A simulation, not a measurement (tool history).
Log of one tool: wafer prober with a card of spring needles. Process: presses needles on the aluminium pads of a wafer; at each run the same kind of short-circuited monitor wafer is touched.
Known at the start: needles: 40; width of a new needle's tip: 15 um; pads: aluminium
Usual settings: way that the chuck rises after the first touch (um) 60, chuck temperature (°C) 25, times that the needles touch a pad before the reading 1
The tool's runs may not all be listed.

| run | day | way that the chuck rises after the first touch (um) | chuck temperature (°C) | times that the needles touch a pad before the reading | resistance of one needle with its contact and lead (mohm) | way that a needle slides on the pad (um) |
|---|---|---|---|---|---|---|
| 1 | 0.000 | 60 | 25 | 1 | 195 | 15.90 |
| 2 | 2.200 | 60 | 25 | 1 | 190 | 15.43 |
| 3 | 3.650 | 60 | 25 | 1 | 207 | 15.16 |
| 4 | 6.117 | 60 | 25 | 1 | 192 | 15.90 |
| 5 | 7.788 | 60 | 25 | 1 | 209 | 15.63 |
| 6 | 9.917 | 60 | 25 | 1 | 214 | 15.32 |
| 7 | 11.333 | 60 | 25 | 1 | 216 | 15.17 |
| 8 | 13.742 | 60 | 57 | 3 | 201 | 15.83 |
| 9 | 15.288 | 60 | 42 | 3 | 197 | 15.58 |
| 10 | 17.225 | 60 | 42 | 3 | 205 | 15.28 |
| 11 | 19.921 | 60 | 42 | 3 | 201 | 15.89 |
| 12 | 22.154 | 60 | 42 | 3 | 197 | 15.60 |

Put back what was entered between runs (197 entries, withheld): which listed runs does each sit between, and how does the hidden state differ from the listed run before to the listed run after?
Between runs 1 and 2: tips cleaned on abrasive film (day 0.075); tips cleaned on abrasive film (day 0.175); tips cleaned on abrasive film (day 0.300); tips cleaned on abrasive film (day 0.400); tips cleaned on abrasive film (day 0.525); tips cleaned on abrasive film (day 0.625); tips cleaned on abrasive film (day 0.750); tips cleaned on abrasive film (day 0.850); tips cleaned on abrasive film (day 0.975); tips cleaned on abrasive film (day 1.100); tips cleaned on abrasive film (day 1.200); tips cleaned on abrasive film (day 1.321); tips cleaned on abrasive film (day 1.421); tips cleaned on abrasive film (day 1.546); tips cleaned on abrasive film (day 1.646); tips cleaned on abrasive film (day 1.771); tips cleaned on abrasive film (day 1.871); tips cleaned on abrasive film (day 1.971); tips cleaned on abrasive film (day 2.096); tips cleaned on abrasive film (day 2.196)
  debris on the tips, nm: 8 -> 1.6; way that the needles fall short of the set height, um: 0.94 -> 2.71; tips' diameter, um: 15.33 -> 15.87
  measured result minus the result with no hidden state, resistance of one needle with its contact and lead (mohm): +9 -> +3; way that a needle slides on the pad (um): -0.25 -> -0.72
Between runs 2 and 3: tips cleaned on abrasive film (day 2.300); tips cleaned on abrasive film (day 2.421); tips cleaned on abrasive film (day 2.525); tips cleaned on abrasive film (day 2.646); tips cleaned on abrasive film (day 2.746); tips cleaned on abrasive film (day 2.871); tips cleaned on abrasive film (day 2.971); tips cleaned on abrasive film (day 3.096); tips cleaned on abrasive film (day 3.221); tips cleaned on abrasive film (day 3.346); tips cleaned on abrasive film (day 3.471); tips cleaned on abrasive film (day 3.592)
  debris on the tips, nm: 1.6 -> 13.4; way that the needles fall short of the set height, um: 2.71 -> 3.47; tips' diameter, um: 15.87 -> 16.14
  measured result minus the result with no hidden state, resistance of one needle with its contact and lead (mohm): +3 -> +19; way that a needle slides on the pad (um): -0.72 -> -0.93
Between runs 3 and 4: tips cleaned on abrasive film (day 3.704); tips cleaned on abrasive film (day 3.804); tips cleaned on abrasive film (day 3.904); tips cleaned on abrasive film (day 4.004); tips cleaned on abrasive film (day 4.129); tips cleaned on abrasive film (day 4.229); tips cleaned on abrasive film (day 4.354); tips cleaned on abrasive film (day 4.475); tips cleaned on abrasive film (day 4.600); tips cleaned on abrasive film (day 4.700); tips cleaned on abrasive film (day 4.825); tips cleaned on abrasive film (day 4.925); height of the first contact set anew (day 4.962); tips cleaned on abrasive film (day 5.062); tips cleaned on abrasive film (day 5.188); tips cleaned on abrasive film (day 5.312); tips cleaned on abrasive film (day 5.412); tips cleaned on abrasive film (day 5.538); tips cleaned on abrasive film (day 5.638); tips cleaned on abrasive film (day 5.758); tips cleaned on abrasive film (day 5.858); tips cleaned on abrasive film (day 5.983); tips cleaned on abrasive film (day 6.108)
  debris on the tips, nm: 13.4 -> 3.5; way that the needles fall short of the set height, um: 3.47 -> 0.6; tips' diameter, um: 16.14 -> 16.61
  measured result minus the result with no hidden state, resistance of one needle with its contact and lead (mohm): +19 -> +6; way that a needle slides on the pad (um): -0.93 -> -0.16
Between runs 4 and 5: tips cleaned on abrasive film (day 6.217); tips cleaned on abrasive film (day 6.317); tips cleaned on abrasive film (day 6.442); tips cleaned on abrasive film (day 6.542); tips cleaned on abrasive film (day 6.667); tips cleaned on abrasive film (day 6.767); tips cleaned on abrasive film (day 6.867); tips cleaned on abrasive film, once more (day 6.917); tips cleaned on abrasive film (day 7.017); tips cleaned on abrasive film (day 7.117); tips cleaned on abrasive film (day 7.242); tips cleaned on abrasive film (day 7.367); tips cleaned on abrasive film (day 7.467); tips cleaned on abrasive film (day 7.592); tips cleaned on abrasive film (day 7.717)
  debris on the tips, nm: 3.5 -> 16.2; way that the needles fall short of the set height, um: 0.6 -> 1.59; tips' diameter, um: 16.61 -> 16.96
  measured result minus the result with no hidden state, resistance of one needle with its contact and lead (mohm): +6 -> +22; way that a needle slides on the pad (um): -0.16 -> -0.43
Between runs 5 and 6: tips cleaned on abrasive film (day 7.838); tips cleaned on abrasive film (day 7.962); tips cleaned on abrasive film (day 8.088); tips cleaned on abrasive film (day 8.188); tips cleaned on abrasive film (day 8.312); tips cleaned on abrasive film (day 8.412); tips cleaned on abrasive film (day 8.538); tips cleaned on abrasive film (day 8.638); tips cleaned on abrasive film (day 8.762); tips cleaned on abrasive film (day 8.883); tips cleaned on abrasive film (day 9.008); tips cleaned on abrasive film (day 9.108); tips cleaned on abrasive film (day 9.233); tips cleaned on abrasive film (day 9.358); tips cleaned on abrasive film (day 9.483); tips cleaned on abrasive film (day 9.604); tips cleaned on abrasive film (day 9.708); tips cleaned on abrasive film (day 9.829)
  debris on the tips, nm: 16.2 -> 18.8; way that the needles fall short of the set height, um: 1.59 -> 2.72; tips' diameter, um: 16.96 -> 17.35
  measured result minus the result with no hidden state, resistance of one needle with its contact and lead (mohm): +22 -> +28; way that a needle slides on the pad (um): -0.43 -> -0.73
Between runs 6 and 7: tips cleaned on abrasive film (day 9.946); tips cleaned on abrasive film (day 10.071); tips cleaned on abrasive film (day 10.192); tips cleaned on abrasive film (day 10.296); tips cleaned on abrasive film (day 10.396); tips cleaned on abrasive film (day 10.517); tips cleaned on abrasive film (day 10.642); tips cleaned on abrasive film (day 10.767); tips cleaned on abrasive film (day 10.892); tips cleaned on abrasive film (day 11.017); tips cleaned on abrasive film (day 11.117); tips cleaned on abrasive film (day 11.238)
  debris on the tips, nm: 18.8 -> 18.6; way that the needles fall short of the set height, um: 2.72 -> 3.39; tips' diameter, um: 17.35 -> 17.59
  measured result minus the result with no hidden state, resistance of one needle with its contact and lead (mohm): +28 -> +29; way that a needle slides on the pad (um): -0.73 -> -0.91
Between runs 7 and 8: tips cleaned on abrasive film (day 11.362); tips cleaned on abrasive film (day 11.488); tips cleaned on abrasive film (day 11.588); height of the first contact set anew (day 11.696); tips cleaned on abrasive film (day 11.725); tips cleaned on abrasive film (day 11.825); tips cleaned on abrasive film (day 11.946); tips cleaned on abrasive film (day 12.071); tips cleaned on abrasive film (day 12.196); tips cleaned on abrasive film (day 12.321); tips cleaned on abrasive film (day 12.421); tips cleaned on abrasive film (day 12.546); tips cleaned on abrasive film (day 12.671); tips cleaned on abrasive film (day 12.792); tips cleaned on abrasive film (day 12.917); tips cleaned on abrasive film (day 13.017); tips cleaned on abrasive film (day 13.142); tips cleaned on abrasive film (day 13.267); tips cleaned on abrasive film (day 13.392); tips cleaned on abrasive film (day 13.512); tips cleaned on abrasive film (day 13.612); tips cleaned on abrasive film (day 13.738)
  debris on the tips, nm: 18.6 -> 1.3; way that the needles fall short of the set height, um: 3.39 -> 1.09; tips' diameter, um: 17.59 -> 18.03
  measured result minus the result with no hidden state, resistance of one needle with its contact and lead (mohm): +29 -> +5; way that a needle slides on the pad (um): -0.91 -> -0.29
Between runs 8 and 9: tips cleaned on abrasive film (day 13.842); tips cleaned on abrasive film (day 13.942); tips cleaned on abrasive film (day 14.067); tips cleaned on abrasive film (day 14.167); tips cleaned on abrasive film (day 14.292); tips cleaned on abrasive film (day 14.412); tips cleaned on abrasive film (day 14.538); tips cleaned on abrasive film (day 14.662); tips cleaned on abrasive film (day 14.762); tips cleaned on abrasive film (day 14.862); tips cleaned on abrasive film (day 14.962); tips cleaned on abrasive film (day 15.088); tips cleaned on abrasive film (day 15.188); tips cleaned on abrasive film (day 15.288)
  debris on the tips, nm: 1.3 -> 1.9; way that the needles fall short of the set height, um: 1.09 -> 1.93; tips' diameter, um: 18.03 -> 18.32
  measured result minus the result with no hidden state, resistance of one needle with its contact and lead (mohm): +5 -> +5; way that a needle slides on the pad (um): -0.29 -> -0.52
Between runs 9 and 10: tips cleaned on abrasive film (day 15.412); tips cleaned on abrasive film (day 15.512); tips cleaned on abrasive film (day 15.612); tips cleaned on abrasive film (day 15.738); tips cleaned on abrasive film (day 15.838); tips cleaned on abrasive film (day 15.962); tips cleaned on abrasive film (day 16.088); tips cleaned on abrasive film (day 16.188); tips cleaned on abrasive film (day 16.312); tips cleaned on abrasive film (day 16.433); tips cleaned on abrasive film (day 16.533); tips cleaned on abrasive film (day 16.658); tips cleaned on abrasive film (day 16.783); tips cleaned on abrasive film (day 16.883); tips cleaned on abrasive film (day 17.008); tips cleaned on abrasive film (day 17.133)
  debris on the tips, nm: 1.9 -> 20.4; way that the needles fall short of the set height, um: 1.93 -> 2.95; tips' diameter, um: 18.32 -> 18.68
  measured result minus the result with no hidden state, resistance of one needle with its contact and lead (mohm): +5 -> +15; way that a needle slides on the pad (um): -0.52 -> -0.78
Between runs 10 and 11: tips cleaned on abrasive film (day 17.254); tips cleaned on abrasive film (day 17.379); tips cleaned on abrasive film (day 17.479); tips cleaned on abrasive film (day 17.579); tips cleaned on abrasive film (day 17.700); tips cleaned on abrasive film (day 17.804); tips cleaned on abrasive film (day 17.925); tips cleaned on abrasive film (day 18.025); tips cleaned on abrasive film (day 18.125); tips cleaned on abrasive film (day 18.250); tips cleaned on abrasive film (day 18.350); height of the first contact set anew (day 18.412); tips cleaned on abrasive film (day 18.488); tips cleaned on abrasive film (day 18.612); tips cleaned on abrasive film (day 18.738); tips cleaned on abrasive film (day 18.838); tips cleaned on abrasive film (day 18.962); tips cleaned on abrasive film (day 19.062); tips cleaned on abrasive film (day 19.183); tips cleaned on abrasive film (day 19.308); tips cleaned on abrasive film (day 19.433); tips cleaned on abrasive film (day 19.533); tips cleaned on abrasive film (day 19.658); tips cleaned on abrasive film (day 19.758); tips cleaned on abrasive film (day 19.883)
  debris on the tips, nm: 20.4 -> 9.2; way that the needles fall short of the set height, um: 2.95 -> 0.79; tips' diameter, um: 18.68 -> 19.17
  measured result minus the result with no hidden state, resistance of one needle with its contact and lead (mohm): +15 -> +9; way that a needle slides on the pad (um): -0.78 -> -0.22
Between runs 11 and 12: tips cleaned on abrasive film (day 20.000); tips cleaned on abrasive film (day 20.125); tips cleaned on abrasive film (day 20.246); tips cleaned on abrasive film (day 20.346); tips cleaned on abrasive film (day 20.471); tips cleaned on abrasive film (day 20.596); tips cleaned on abrasive film (day 20.721); tips cleaned on abrasive film (day 20.821); tips cleaned on abrasive film (day 20.946); tips cleaned on abrasive film (day 21.046); tips cleaned on abrasive film (day 21.146); tips cleaned on abrasive film (day 21.246); tips cleaned on abrasive film (day 21.371); tips cleaned on abrasive film (day 21.471); tips cleaned on abrasive film (day 21.592); tips cleaned on abrasive film (day 21.717); tips cleaned on abrasive film (day 21.817); tips cleaned on abrasive film (day 21.942); tips cleaned on abrasive film (day 22.042); tips cleaned on abrasive film (day 22.142)
  debris on the tips, nm: 9.2 -> 5; way that the needles fall short of the set height, um: 0.79 -> 2.04; tips' diameter, um: 19.17 -> 19.61
  measured result minus the result with no hidden state, resistance of one needle with its contact and lead (mohm): +9 -> +8; way that a needle slides on the pad (um): -0.22 -> -0.55

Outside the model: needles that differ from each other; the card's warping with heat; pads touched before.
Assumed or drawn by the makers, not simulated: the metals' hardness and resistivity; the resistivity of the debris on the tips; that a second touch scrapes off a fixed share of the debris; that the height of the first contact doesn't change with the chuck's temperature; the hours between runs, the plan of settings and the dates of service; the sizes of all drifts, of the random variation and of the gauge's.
